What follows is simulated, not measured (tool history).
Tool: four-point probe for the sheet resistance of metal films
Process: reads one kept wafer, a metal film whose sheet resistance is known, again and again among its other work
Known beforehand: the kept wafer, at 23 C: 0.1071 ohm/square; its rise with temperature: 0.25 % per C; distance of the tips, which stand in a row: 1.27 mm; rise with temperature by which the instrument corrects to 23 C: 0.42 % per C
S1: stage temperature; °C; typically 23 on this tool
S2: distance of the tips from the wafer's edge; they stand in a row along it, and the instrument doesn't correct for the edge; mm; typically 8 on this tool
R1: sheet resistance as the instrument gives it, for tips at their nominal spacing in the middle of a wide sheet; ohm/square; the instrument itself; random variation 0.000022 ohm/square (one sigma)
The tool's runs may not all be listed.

| run | hour | S1 | S2 | R1 |
|---|---|---|---|---|
| 1 | 0.0 | 23 | 8 | 0.108971 |
| 2 | 25.8 | 23 | 8 | 0.108939 |
| 3 | 45.4 | 23 | 8 | 0.108954 |
| 4 | 63.5 | 23 | 8 | 0.108955 |
| 5 | 87.4 | 23 | 8 | 0.108953 |
| 6 | 104.3 | 23 | 8 | 0.108993 |
| 7 | 118.9 | 23 | 8 | 0.109006 |
| 8 | 133.9 | 23 | 8 | 0.108981 |
| 9 | 157.5 | 19 | 8 | 0.109696 |
| 10 | 173.9 | 19 | 8 | 0.109726 |
| 11 | 190.3 | 19 | 8 | 0.109756 |
| 12 | 206.0 | 19 | 8 | 0.109725 |
| 13 | 227.0 | 23 | 8 | 0.109034 |
| 14 | 241.0 | 23 | 8 | 0.109039 |
| 15 | 260.9 | 23 | 8 | 0.109034 |
| 16 | 273.2 | 23 | 8 | 0.109061 |
| 17 | 293.3 | 23 | 8 | 0.109075 |
| 18 | 314.0 | 23 | 8 | 0.109056 |
| 19 | 338.0 | 23 | 8 | 0.109100 |
| 20 | 350.6 | 23 | 8 | 0.109097 |
| 21 | 361.6 | 23 | 4 | 0.113166 |
| 22 | 374.4 | 23 | 4 | 0.113179 |
| 23 | 395.9 | 23 | 4 | 0.113161 |
| 24 | 411.2 | 20 | 26 | 0.108316 |
| 25 | 436.0 | 30 | 16 | 0.106825 |
| 26 | 458.6 | 22 | 16 | 0.108198 |
| 27 | 470.8 | 22 | 16 | 0.108196 |
| 28 | 487.4 | 26 | 8 | 0.108633 |
| 29 | 513.3 | 26 | 8 | 0.108563 |
| 30 | 525.1 | 26 | 8 | 0.108579 |
| 31 | 542.5 | 20 | 4 | 0.113817 |
| 32 | 556.8 | 21 | 15 | 0.108504 |
| 33 | 577.9 | 21 | 20 | 0.108322 |
| 34 | 594.8 | 21 | 20 | 0.108349 |
| 35 | 607.8 | 34 | 23 | 0.106078 |
| 36 | 632.7 | 34 | 23 | 0.106058 |
| 37 | 653.4 | 34 | 23 | 0.106075 |
| 38 | 675.5 | 31 | 19 | 0.106628 |
| 39 | 695.6 | 31 | 19 | 0.106662 |
| 40 | 720.5 | 25 | 8 | 0.108898 |
| 41 | 735.8 | 25 | 8 | 0.108891 |
| 42 | 759.4 | 22 | 5 | 0.111610 |
| 43 | 780.7 | 19 | 37 | 0.108634 |
| 44 | 796.9 | 25 | 3 | 0.116799 |
| 45 | 807.6 | 30 | 14 | 0.107065 |

For some of the steps in R1 from one run to the next: how much would appear even if the tool had no hidden state, given the settings, what came in and random variation, and how much remains for the hidden state plus any gauge scatter that the measured result and the result without hidden state don't share?
What the log doesn't record here: inner tips' distance over the nominal, %; tips' flats over new ones', %; wafer's true temperature over the reading, C; drift of the gauge itself on sheet_ohm, %.
Run 30 -> 31: S1 26 -> 20, S2 8 -> 4. R1 +0.005238 ohm/square: hidden state +0.000036, all else +0.005202.
Run 31 -> 32: S1 20 -> 21, S2 4 -> 15. R1 -0.005313 ohm/square: hidden state -0.000022, all else -0.005291.
Run 43 -> 44: S1 19 -> 25, S2 37 -> 3. R1 +0.008165 ohm/square: hidden state +0.000056, all else +0.008109.
Run 44 -> 45: S1 25 -> 30, S2 3 -> 14. R1 -0.009734 ohm/square: hidden state -0.000056, all else -0.009678.
